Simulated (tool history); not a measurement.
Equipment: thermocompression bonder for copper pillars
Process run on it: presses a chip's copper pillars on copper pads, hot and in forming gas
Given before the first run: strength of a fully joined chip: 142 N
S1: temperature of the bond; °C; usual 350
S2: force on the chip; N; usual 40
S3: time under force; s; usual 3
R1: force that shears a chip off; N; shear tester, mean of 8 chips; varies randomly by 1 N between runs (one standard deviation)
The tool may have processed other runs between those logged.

run,hour,S1,S2,S3,R1
1,0.0,350,40,3,89.4
# hour 7.1: forming gas filter changed
2,97.4,350,40,3,101.3
3,176.1,350,40,3,96.6
4,222.9,350,40,3,95.3
5,271.5,350,40,3,96.0
6,334.4,350,40,3,95.5
7,407.1,350,40,3,94.3
8,468.1,350,40,3,92.9
9,564.8,347,40,3,88.9
10,644.7,350,40,3,90.1
11,722.2,350,40,3,88.2
12,763.3,350,40,3,85.3
# hour 774.1: heater calibrated with a thermocouple chip
# hour 788.6: forming gas filter changed
13,854.9,349,44,3,98.2
14,919.2,375,35,2,95.0
15,970.4,366,28,3,88.6
# hour 994.5: heater calibrated with a thermocouple chip, once more
16,1034.5,366,28,3,90.9
17,1113.9,366,28,3,89.1
18,1167.9,370,27,6,106.5
# hour 1189.3: force cell calibrated
19,1264.3,370,27,4,97.7
20,1335.7,368,41,5,114.3
21,1405.2,378,55,2,110.8
22,1472.6,378,33,2,91.4
23,1539.1,350,27,6,92.3
# hour 1574.9: forming gas filter changed
24,1589.8,350,45,4,115.3

Here are 3 independent what-if runs from the current tool condition. What would each one return?
A,1673.3,348,37,7,?
B,1673.3,339,47,6,?
C,1673.3,337,25,3,?

run,R1
A,116.8
B,115.8
C,71.2
Without the tool's unlogged condition, the same runs would have read:
run,R1
A,119.9
B,118.8
C,74.0

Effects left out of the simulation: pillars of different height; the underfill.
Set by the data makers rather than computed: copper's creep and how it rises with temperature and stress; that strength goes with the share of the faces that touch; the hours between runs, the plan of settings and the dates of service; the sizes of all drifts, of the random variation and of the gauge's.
